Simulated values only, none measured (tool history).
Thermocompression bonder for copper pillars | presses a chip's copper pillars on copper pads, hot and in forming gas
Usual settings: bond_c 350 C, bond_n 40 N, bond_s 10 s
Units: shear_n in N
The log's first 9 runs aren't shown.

run	hour	bond_c	bond_n	bond_s	hours of work since the heater was calibrated	hours of work since the force cell was calibrated	hours of work since the gas filter was changed	shear_n
10	405.7	350	40	10	233	108	149	68.2
# hour 447.7: forming gas filter changed
11	447.7	350	40	10	262	137	0	74
12	486.3	350	40	10	289	164	27	72.6
13	523.3	350	40	10	315	190	53	71.3
14	556.7	350	40	10	339	213	76	71.6
15	608	350	40	10	375	249	112	69.5
16	664	350	40	10	414	288	151	67.8
17	700.5	350	40	10	439	314	177	69
# hour 706.1: forming gas filter changed
18	738.9	350	40	10	466	340	23	71
19	790	350	54	10	502	376	59	79.4
20	816.4	350	40	7	520	395	77	63.5
21	880.5	350	40	7	565	439	122	62
22	942.5	321	40	10	608	483	166	50.6

Run 23 comes next. What will it give?
# hour 962.3: forming gas filter changed
23	993.1	356	40	13	644	518	22	?

Run 23 gave shear_n 81.6 N.
Without the tool's hidden state the same run would have given shear_n 85.1 N.
